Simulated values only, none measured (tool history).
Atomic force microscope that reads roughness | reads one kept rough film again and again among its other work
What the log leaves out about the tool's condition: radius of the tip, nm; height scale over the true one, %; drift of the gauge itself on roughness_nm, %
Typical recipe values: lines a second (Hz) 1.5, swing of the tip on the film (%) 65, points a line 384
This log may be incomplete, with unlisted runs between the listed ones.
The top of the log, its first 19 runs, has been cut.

run,hour,lines a second (Hz),swing of the tip on the film (%),points a line,pictures with this tip,hours of work since the height scale was calibrated,roughness of the kept film (nm (root mean square))
20,432.2,0.94,65,384,243,46,1.974
21,458.6,0.94,65,384,289,63,1.931
22,479.2,0.94,65,384,325,77,1.891
23,492.9,0.94,74,415,348,86,1.809
# hour 495.7: new tip fitted
24,514.5,1.5,89,300,33,100,1.854
25,530.4,1.5,89,300,61,110,1.81
26,548.5,0.72,65,946,92,122,2.186
27,569.3,1.27,61,429,128,136,2.109
28,589.7,1.27,82,294,164,150,1.868
29,612.4,0.91,57,286,203,165,2.057
30,640.2,3.6,60,384,252,183,1.837
31,666.6,0.67,61,378,298,201,1.978
32,680.6,0.67,61,850,322,210,1.958
# hour 699.5: new tip fitted
33,703.2,3.2,57,1000,7,224,2.166
34,722,3.2,57,1000,39,237,2.134
35,737.7,1.22,89,825,67,247,1.901
36,757.9,1.5,64,877,102,261,2.081
37,775.7,2.26,65,657,133,272,1.979
38,799.9,2.26,65,657,175,288,1.927
39,818,1.5,61,358,206,300,1.979
40,834.9,1.04,73,384,236,311,1.916
41,858.9,2.73,58,384,277,327,1.86
42,877.2,1.5,84,707,309,339,1.681
43,891,1.5,84,707,333,349,1.643

Below are 3 alternative next runs, each starting from the tool's condition after run 43. Predict each:
# hour 902.6: new tip fitted
A,906.5,1.5,61,384,6,358,?
# hour 902.6: new tip fitted
B,906.5,1.5,87,500,6,358,?
# hour 902.6: new tip fitted
C,906.5,1.5,84,932,6,358,?

run,roughness of the kept film (nm (root mean square))
A,2.221
B,1.923
C,1.977
Without the tool's unlogged condition, the same runs would have read:
run,roughness of the kept film (nm (root mean square))
A,2.248
B,1.946
C,2.001
